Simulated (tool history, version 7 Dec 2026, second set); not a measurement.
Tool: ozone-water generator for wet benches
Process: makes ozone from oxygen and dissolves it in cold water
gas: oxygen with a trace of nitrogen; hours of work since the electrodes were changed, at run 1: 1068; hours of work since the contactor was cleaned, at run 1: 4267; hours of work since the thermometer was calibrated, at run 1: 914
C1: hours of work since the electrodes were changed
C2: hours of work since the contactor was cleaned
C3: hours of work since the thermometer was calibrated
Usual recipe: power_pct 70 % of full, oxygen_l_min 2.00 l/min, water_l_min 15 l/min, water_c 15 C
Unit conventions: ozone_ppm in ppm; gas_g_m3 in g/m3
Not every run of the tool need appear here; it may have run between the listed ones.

{"run": 1, "hour": 0.0, "power_pct": 70, "oxygen_l_min": 2.0, "water_l_min": 15, "water_c": 15, "C1": 1068, "C2": 4267, "C3": 914, "ozone_ppm": 12.7, "gas_g_m3": 226.6}
{"run": 2, "hour": 87.6, "power_pct": 70, "oxygen_l_min": 2.0, "water_l_min": 15, "water_c": 15, "C1": 1120, "C2": 4320, "C3": 967, "ozone_ppm": 12.8, "gas_g_m3": 227.2}
{"run": 3, "hour": 206.5, "power_pct": 70, "oxygen_l_min": 2.0, "water_l_min": 15, "water_c": 15, "C1": 1192, "C2": 4392, "C3": 1039, "ozone_ppm": 12.7, "gas_g_m3": 227.6}
{"run": 4, "hour": 268.3, "power_pct": 70, "oxygen_l_min": 2.0, "water_l_min": 15, "water_c": 15, "C1": 1230, "C2": 4429, "C3": 1076, "ozone_ppm": 12.7, "gas_g_m3": 229.0}
{"run": 5, "hour": 369.8, "power_pct": 70, "oxygen_l_min": 2.0, "water_l_min": 15, "water_c": 15, "C1": 1291, "C2": 4491, "C3": 1137, "ozone_ppm": 13.1, "gas_g_m3": 228.8}
{"run": 6, "hour": 494.7, "power_pct": 70, "oxygen_l_min": 2.0, "water_l_min": 15, "water_c": 15, "C1": 1366, "C2": 4566, "C3": 1213, "ozone_ppm": 12.9, "gas_g_m3": 228.9}
{"run": 7, "hour": 609.3, "power_pct": 70, "oxygen_l_min": 2.0, "water_l_min": 15, "water_c": 15, "C1": 1435, "C2": 4635, "C3": 1282, "ozone_ppm": 12.8, "gas_g_m3": 229.2}
{"run": 8, "hour": 690.2, "power_pct": 52, "oxygen_l_min": 2.0, "water_l_min": 15, "water_c": 15, "C1": 1484, "C2": 4684, "C3": 1331, "ozone_ppm": 9.9, "gas_g_m3": 175.9}
{"run": 9, "hour": 797.7, "power_pct": 52, "oxygen_l_min": 2.0, "water_l_min": 15, "water_c": 15, "C1": 1549, "C2": 4749, "C3": 1395, "ozone_ppm": 10.2, "gas_g_m3": 176.8}
{"run": 10, "hour": 910.3, "power_pct": 48, "oxygen_l_min": 2.0, "water_l_min": 15, "water_c": 15, "C1": 1617, "C2": 4817, "C3": 1463, "ozone_ppm": 9.3, "gas_g_m3": 166.1}
{"run": 11, "hour": 1003.2, "power_pct": 48, "oxygen_l_min": 2.0, "water_l_min": 15, "water_c": 15, "C1": 1673, "C2": 4873, "C3": 1519, "ozone_ppm": 9.2, "gas_g_m3": 164.8}
{"run": 12, "hour": 1098.0, "power_pct": 48, "oxygen_l_min": 2.0, "water_l_min": 15, "water_c": 15, "C1": 1730, "C2": 4930, "C3": 1577, "ozone_ppm": 9.2, "gas_g_m3": 166.4}
{"run": 13, "hour": 1208.6, "power_pct": 48, "oxygen_l_min": 2.54, "water_l_min": 15, "water_c": 15, "C1": 1797, "C2": 4997, "C3": 1643, "ozone_ppm": 9.5, "gas_g_m3": 143.1}
{"run": 14, "hour": 1278.3, "power_pct": 70, "oxygen_l_min": 2.0, "water_l_min": 15, "water_c": 15, "C1": 1839, "C2": 5039, "C3": 1686, "ozone_ppm": 13.0, "gas_g_m3": 231.1}
{"run": 15, "hour": 1394.8, "power_pct": 70, "oxygen_l_min": 2.0, "water_l_min": 12, "water_c": 15, "C1": 1909, "C2": 5109, "C3": 1756, "ozone_ppm": 16.2, "gas_g_m3": 230.1}
{"run": 16, "hour": 1479.6, "power_pct": 64, "oxygen_l_min": 2.0, "water_l_min": 15, "water_c": 15, "C1": 1961, "C2": 5161, "C3": 1807, "ozone_ppm": 11.8, "gas_g_m3": 213.7}
{"run": 17, "hour": 1593.0, "power_pct": 40, "oxygen_l_min": 2.0, "water_l_min": 11, "water_c": 15, "C1": 2029, "C2": 5229, "C3": 1875, "ozone_ppm": 10.9, "gas_g_m3": 140.5}
{"run": 18, "hour": 1699.5, "power_pct": 40, "oxygen_l_min": 2.0, "water_l_min": 11, "water_c": 15, "C1": 2093, "C2": 5293, "C3": 1940, "ozone_ppm": 10.7, "gas_g_m3": 141.3}
{"run": 19, "hour": 1763.5, "power_pct": 51, "oxygen_l_min": 2.0, "water_l_min": 15, "water_c": 11, "C1": 2132, "C2": 5332, "C3": 1978, "ozone_ppm": 10.0, "gas_g_m3": 176.3}
{"run": 20, "hour": 1852.1, "power_pct": 91, "oxygen_l_min": 2.0, "water_l_min": 15, "water_c": 15, "C1": 2186, "C2": 5385, "C3": 2032, "ozone_ppm": 16.2, "gas_g_m3": 294.2}
{"run": 21, "hour": 1980.3, "power_pct": 70, "oxygen_l_min": 2.0, "water_l_min": 9, "water_c": 11, "C1": 2263, "C2": 5463, "C3": 2109, "ozone_ppm": 22.4, "gas_g_m3": 231.6}
{"run": 22, "hour": 2069.9, "power_pct": 85, "oxygen_l_min": 2.0, "water_l_min": 12, "water_c": 20, "C1": 2317, "C2": 5517, "C3": 2163, "ozone_ppm": 18.4, "gas_g_m3": 277.1}

What does the tool deliver on the next run?
{"run": 23, "hour": 2121.6, "power_pct": 70, "oxygen_l_min": 3.28, "water_l_min": 12, "water_c": 15, "C1": 2348, "C2": 5548, "C3": 2195, "ozone_ppm": "?", "gas_g_m3": "?"}

ozone_ppm: 16.3 ppm
gas_g_m3: 176.3 g/m3
Were there no unlogged condition in the tool, this run, its random variation unchanged, would have produced ozone_ppm 16.4 ppm, gas_g_m3 172.2 g/m3.
